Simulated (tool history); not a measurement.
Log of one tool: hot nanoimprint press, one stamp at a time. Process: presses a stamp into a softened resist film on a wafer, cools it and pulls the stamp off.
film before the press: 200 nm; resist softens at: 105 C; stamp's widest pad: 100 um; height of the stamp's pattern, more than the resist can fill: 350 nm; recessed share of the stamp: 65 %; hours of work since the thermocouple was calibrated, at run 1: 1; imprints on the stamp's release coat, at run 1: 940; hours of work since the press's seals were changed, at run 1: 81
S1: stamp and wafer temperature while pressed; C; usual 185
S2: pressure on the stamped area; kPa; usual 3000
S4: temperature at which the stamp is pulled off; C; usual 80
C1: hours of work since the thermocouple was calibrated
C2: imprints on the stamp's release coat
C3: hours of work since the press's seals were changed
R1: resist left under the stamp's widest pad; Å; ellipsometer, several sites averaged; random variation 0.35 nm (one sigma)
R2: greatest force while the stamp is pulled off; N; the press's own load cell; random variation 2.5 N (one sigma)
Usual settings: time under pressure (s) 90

Run 1, hour 0.0: usual settings; C1 1; C2 940; C3 81. Result: R1 927 Å, R2 120 N.
Run 2, hour 12.4: usual settings but S1 192 C; C1 8; C2 970; C3 88. Result: R1 759 Å, R2 117 N.
Run 3, hour 30.9: usual settings but S1 192 C; C1 17; C2 1015; C3 98. Result: R1 759 Å, R2 118 N.
Run 4, hour 44.7: usual settings but S1 192 C; C1 25; C2 1048; C3 105. Result: R1 760 Å, R2 119 N.
Run 5, hour 57.1: usual settings but S1 192 C; C1 31; C2 1078; C3 112. Result: R1 760 Å, R2 120 N.
Run 6, hour 71.9: usual settings but S1 192 C; C1 39; C2 1114; C3 119. Result: R1 767 Å, R2 118 N.
Run 7, hour 85.2: usual settings but S1 188 C; C1 46; C2 1146; C3 126. Result: R1 855 Å, R2 120 N.
Run 8, hour 94.9: usual settings but S1 188 C; C1 51; C2 1170; C3 131. Result: R1 861 Å, R2 124 N.
Run 9, hour 107.9: usual settings but S1 188 C; C1 58; C2 1201; C3 138. Result: R1 857 Å, R2 116 N.
Run 10, hour 125.9: usual settings but S1 188 C; C1 68; C2 1245; C3 148. Result: R1 858 Å, R2 116 N.
Run 11, hour 137.6: usual settings but S1 176 C; C1 74; C2 1273; C3 154. Result: R1 1223 Å, R2 120 N.
Run 12, hour 156.0: usual settings but S1 176 C; C1 83; C2 1317; C3 164. Result: R1 1225 Å, R2 123 N.
Run 13, hour 165.3: usual settings but S1 176 C; C1 88; C2 1340; C3 169. Result: R1 1225 Å, R2 118 N.
Run 14, hour 180.4: usual settings; C1 96; C2 1376; C3 177. Result: R1 937 Å, R2 117 N.
Run 15, hour 195.0: usual settings but S4 78 C; C1 104; C2 1412; C3 184. Result: R1 943 Å, R2 119 N.
Run 16, hour 214.3: usual settings but S4 78 C; C1 114; C2 1458; C3 194. Result: R1 936 Å, R2 120 N.
Run 17, hour 226.0: usual settings but S4 78 C; C1 120; C2 1486; C3 201. Result: R1 942 Å, R2 122 N.
Run 18, hour 239.2: usual settings but S2 3310 kPa, time under pressure (s) 113, S4 78 C; C1 127; C2 1518; C3 208. Result: R1 823 Å, R2 122 N.
Run 19, hour 253.1: usual settings but S1 196 C, S2 4150 kPa, time under pressure (s) 78, S4 77 C; C1 135; C2 1552; C3 215. Result: R1 590 Å, R2 125 N.
Run 20, hour 271.7: usual settings but S2 1940 kPa, time under pressure (s) 69, S4 76 C; C1 144; C2 1597; C3 225. Result: R1 1282 Å, R2 129 N.
Run 21, hour 280.1: usual settings but S1 190 C, S2 2300 kPa; C1 149; C2 1617; C3 229. Result: R1 944 Å, R2 120 N.
Run 22, hour 288.9: usual settings but S1 190 C, S2 3330 kPa, S4 74 C; C1 153; C2 1638; C3 234. Result: R1 768 Å, R2 131 N.
Run 23, hour 307.2: usual settings but S1 190 C, S2 3330 kPa, S4 74 C; C1 163; C2 1683; C3 243. Result: R1 769 Å, R2 131 N.
At hour 323.4: stamp cleaned and given a new release coat.
Run 24, hour 326.4: usual settings but S1 190 C, S2 3330 kPa, S4 74 C; C1 170; C2 8; C3 250. Result: R1 771 Å, R2 131 N.
Run 25, hour 345.2: usual settings but S1 190 C, S2 3330 kPa, S4 74 C; C1 180; C2 53; C3 260. Result: R1 768 Å, R2 131 N.
Run 26, hour 358.7: usual settings but S2 2010 kPa, time under pressure (s) 123, S4 74 C; C1 187; C2 86; C3 267. Result: R1 1066 Å, R2 131 N.
Run 27, hour 366.7: usual settings but S2 2010 kPa, time under pressure (s) 123, S4 74 C; C1 191; C2 105; C3 272. Result: R1 1058 Å, R2 128 N.

Run 28 comes next. What will it give?
Run 28, hour 379.0: usual settings but S1 196 C, S2 2170 kPa, time under pressure (s) 87; C1 198; C2 135; C3 278. Result: R1 ?, R2 ?.

Run 28 gave R1 842 Å, R2 116 N.
Without the tool's hidden state the same run would have given R1 826 Å, R2 116 N.
